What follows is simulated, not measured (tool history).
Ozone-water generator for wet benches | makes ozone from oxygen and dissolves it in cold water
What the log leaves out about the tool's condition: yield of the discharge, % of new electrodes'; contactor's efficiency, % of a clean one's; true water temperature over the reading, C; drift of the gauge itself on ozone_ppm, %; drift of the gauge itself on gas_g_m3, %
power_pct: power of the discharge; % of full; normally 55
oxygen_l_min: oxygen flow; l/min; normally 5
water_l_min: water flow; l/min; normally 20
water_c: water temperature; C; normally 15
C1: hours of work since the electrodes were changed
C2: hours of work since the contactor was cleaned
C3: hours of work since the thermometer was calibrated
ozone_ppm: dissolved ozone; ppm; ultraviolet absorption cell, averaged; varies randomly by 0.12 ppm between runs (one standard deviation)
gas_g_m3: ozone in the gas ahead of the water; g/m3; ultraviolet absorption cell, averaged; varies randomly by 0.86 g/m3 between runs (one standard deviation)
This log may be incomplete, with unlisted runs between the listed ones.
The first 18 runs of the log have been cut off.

{"run": 19, "hour": 710.5, "power_pct": 81, "oxygen_l_min": 3.79, "water_l_min": 26, "water_c": 7, "C1": 871, "C2": 3194, "C3": 3670, "ozone_ppm": 11, "gas_g_m3": 200.8}
{"run": 20, "hour": 742.8, "power_pct": 81, "oxygen_l_min": 3.79, "water_l_min": 26, "water_c": 7, "C1": 890, "C2": 3214, "C3": 3690, "ozone_ppm": 10.9, "gas_g_m3": 202.8}
{"run": 21, "hour": 769.9, "power_pct": 55, "oxygen_l_min": 8.17, "water_l_min": 20, "water_c": 9, "C1": 907, "C2": 3231, "C3": 3706, "ozone_ppm": 13.5, "gas_g_m3": 118.4}
{"run": 22, "hour": 801.8, "power_pct": 55, "oxygen_l_min": 8.17, "water_l_min": 20, "water_c": 9, "C1": 926, "C2": 3250, "C3": 3726, "ozone_ppm": 13.7, "gas_g_m3": 117.6}
{"run": 23, "hour": 847.3, "power_pct": 48, "oxygen_l_min": 5, "water_l_min": 25, "water_c": 15, "C1": 954, "C2": 3278, "C3": 3753, "ozone_ppm": 8.1, "gas_g_m3": 123.9}
{"run": 24, "hour": 902.5, "power_pct": 48, "oxygen_l_min": 5, "water_l_min": 25, "water_c": 15, "C1": 988, "C2": 3312, "C3": 3787, "ozone_ppm": 7.9, "gas_g_m3": 123.9}
{"run": 25, "hour": 930.2, "power_pct": 48, "oxygen_l_min": 7.28, "water_l_min": 31, "water_c": 8, "C1": 1005, "C2": 3329, "C3": 3804, "ozone_ppm": 8, "gas_g_m3": 110.4}
{"run": 26, "hour": 986.3, "power_pct": 48, "oxygen_l_min": 7.28, "water_l_min": 31, "water_c": 8, "C1": 1039, "C2": 3363, "C3": 3838, "ozone_ppm": 7.7, "gas_g_m3": 111.3}
{"run": 27, "hour": 1042.9, "power_pct": 48, "oxygen_l_min": 3.23, "water_l_min": 31, "water_c": 8, "C1": 1074, "C2": 3397, "C3": 3873, "ozone_ppm": 5.7, "gas_g_m3": 142.8}
{"run": 28, "hour": 1100.4, "power_pct": 58, "oxygen_l_min": 4.12, "water_l_min": 31, "water_c": 8, "C1": 1109, "C2": 3433, "C3": 3908, "ozone_ppm": 7.2, "gas_g_m3": 152.3}
{"run": 29, "hour": 1157.0, "power_pct": 71, "oxygen_l_min": 5, "water_l_min": 20, "water_c": 15, "C1": 1143, "C2": 3467, "C3": 3943, "ozone_ppm": 13.5, "gas_g_m3": 166.4}
{"run": 30, "hour": 1213.7, "power_pct": 71, "oxygen_l_min": 5, "water_l_min": 20, "water_c": 15, "C1": 1178, "C2": 3502, "C3": 3977, "ozone_ppm": 13.3, "gas_g_m3": 166.7}
{"run": 31, "hour": 1260.9, "power_pct": 75, "oxygen_l_min": 3.05, "water_l_min": 17, "water_c": 8, "C1": 1207, "C2": 3531, "C3": 4006, "ozone_ppm": 14.9, "gas_g_m3": 202.1}
{"run": 32, "hour": 1305.8, "power_pct": 75, "oxygen_l_min": 3.05, "water_l_min": 17, "water_c": 8, "C1": 1234, "C2": 3558, "C3": 4034, "ozone_ppm": 15.3, "gas_g_m3": 202}
{"run": 33, "hour": 1352.6, "power_pct": 75, "oxygen_l_min": 3.05, "water_l_min": 17, "water_c": 8, "C1": 1263, "C2": 3587, "C3": 4062, "ozone_ppm": 14.9, "gas_g_m3": 201.2}

Below are 3 alternative next runs, each starting from the tool's condition after run 33. Predict each:
{"run": "A", "hour": 1380.2, "power_pct": 75, "oxygen_l_min": 3.95, "water_l_min": 17, "water_c": 7, "C1": 1280, "C2": 3603, "C3": 4079, "ozone_ppm": "?", "gas_g_m3": "?"}
{"run": "B", "hour": 1380.2, "power_pct": 55, "oxygen_l_min": 5, "water_l_min": 20, "water_c": 8, "C1": 1280, "C2": 3603, "C3": 4079, "ozone_ppm": "?", "gas_g_m3": "?"}
{"run": "C", "hour": 1380.2, "power_pct": 59, "oxygen_l_min": 5, "water_l_min": 19, "water_c": 7, "C1": 1280, "C2": 3603, "C3": 4079, "ozone_ppm": "?", "gas_g_m3": "?"}

run=A ozone_ppm=16.7 gas_g_m3=183.1
run=B ozone_ppm=11.8 gas_g_m3=137.7
run=C ozone_ppm=13.5 gas_g_m3=143.6
With the hidden condition removed and each run's random variation left untouched, the same runs would have given:
run=A ozone_ppm=18.5 gas_g_m3=190.1
run=B ozone_ppm=13.1 gas_g_m3=141.7
run=C ozone_ppm=14.9 gas_g_m3=148.1

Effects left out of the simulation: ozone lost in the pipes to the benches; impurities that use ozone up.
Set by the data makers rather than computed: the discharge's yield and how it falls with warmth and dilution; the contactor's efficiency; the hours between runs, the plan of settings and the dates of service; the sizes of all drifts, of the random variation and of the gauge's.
